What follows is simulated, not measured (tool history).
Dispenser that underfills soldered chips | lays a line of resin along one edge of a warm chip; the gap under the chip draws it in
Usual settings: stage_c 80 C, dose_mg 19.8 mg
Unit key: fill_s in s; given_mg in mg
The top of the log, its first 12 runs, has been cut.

-- hour=105.7 new syringe of resin
run 13 hour=107.3 | stage_c=80 dose_mg=16.8 | fill_s=103.7 given_mg=16.2
-- hour=114.1 new syringe of resin
run 14 hour=115.6 | stage_c=80 dose_mg=19.8 | fill_s=99.5 given_mg=19.06
-- hour=122.3 new syringe of resin
run 15 hour=124 | stage_c=80 dose_mg=22.4 | fill_s=98.1 given_mg=21.47
-- hour=130.6 new syringe of resin
run 16 hour=135 | stage_c=80 dose_mg=22.4 | fill_s=106.9 given_mg=21.32
-- hour=138.8 new syringe of resin
-- hour=146.9 new syringe of resin
run 17 hour=146.9 | stage_c=69 dose_mg=25.1 | fill_s=135.9 given_mg=23.84
-- hour=155.3 new syringe of resin
run 18 hour=159.3 | stage_c=69 dose_mg=25.1 | fill_s=145.7 given_mg=23.67
-- hour=163.5 new syringe of resin
run 19 hour=168.5 | stage_c=88 dose_mg=22.2 | fill_s=84.2 given_mg=20.75
-- hour=171.9 new syringe of resin
-- hour=178.7 dispensing valve cleaned and set on the balance
run 20 hour=179.8 | stage_c=88 dose_mg=22.2 | fill_s=88.3 given_mg=22.43
-- hour=182.1 new syringe of resin
-- hour=190.3 new syringe of resin
run 21 hour=193.2 | stage_c=77 dose_mg=25.5 | fill_s=115.1 given_mg=25.46
-- hour=199 new syringe of resin
run 22 hour=204.8 | stage_c=72 dose_mg=22.9 | fill_s=137.1 given_mg=22.79
-- hour=207.3 new syringe of resin
-- hour=215.8 new syringe of resin
run 23 hour=217 | stage_c=72 dose_mg=23.1 | fill_s=125.9 given_mg=22.66
-- hour=224.2 new syringe of resin
run 24 hour=225.9 | stage_c=69 dose_mg=19.4 | fill_s=144.8 given_mg=18.76
-- hour=232.8 new syringe of resin
run 25 hour=239.6 | stage_c=69 dose_mg=19.4 | fill_s=164.5 given_mg=18.77
-- hour=242 new syringe of resin
run 26 hour=247 | stage_c=83 dose_mg=17.7 | fill_s=103.5 given_mg=17.04
-- hour=250.6 new syringe of resin
run 27 hour=254.5 | stage_c=84 dose_mg=22.3 | fill_s=95.4 given_mg=21.35
-- hour=259 new syringe of resin
run 28 hour=263.2 | stage_c=67 dose_mg=22.3 | fill_s=162.5 given_mg=21.22
-- hour=267.5 new syringe of resin
-- hour=276.2 new syringe of resin
run 29 hour=276.2 | stage_c=67 dose_mg=22.3 | fill_s=145.7 given_mg=21.23
-- hour=284.6 new syringe of resin
run 30 hour=286.3 | stage_c=67 dose_mg=22.3 | fill_s=153.9 given_mg=21
-- hour=292.7 new syringe of resin
run 31 hour=293.5 | stage_c=82 dose_mg=21.8 | fill_s=94.9 given_mg=20.31
-- hour=300.8 dispensing valve cleaned and set on the balance
run 32 hour=300.9 | stage_c=67 dose_mg=24.3 | fill_s=174.1 given_mg=24.24

Forecast each of these 4 alternatives for the next run:
-- hour=302.1 new syringe of resin
run A hour=309.1 | stage_c=90 dose_mg=25.3 | fill_s=? given_mg=?
-- hour=302.1 new syringe of resin
run B hour=309.1 | stage_c=84 dose_mg=20.4 | fill_s=? given_mg=?
-- hour=302.1 new syringe of resin
run C hour=309.1 | stage_c=67 dose_mg=20.4 | fill_s=? given_mg=?
-- hour=302.1 new syringe of resin
run D hour=309.1 | stage_c=80 dose_mg=24.3 | fill_s=? given_mg=?

run=A fill_s=85.3 given_mg=25.03
run=B fill_s=101.7 given_mg=20.22
run=C fill_s=172.9 given_mg=20.3
run=D fill_s=113.9 given_mg=24.23
Without the tool's hidden state the same runs would have given:
run=A fill_s=70.9 given_mg=25.19
run=B fill_s=84.5 given_mg=20.35
run=C fill_s=143.2 given_mg=20.43
run=D fill_s=94.6 given_mg=24.38
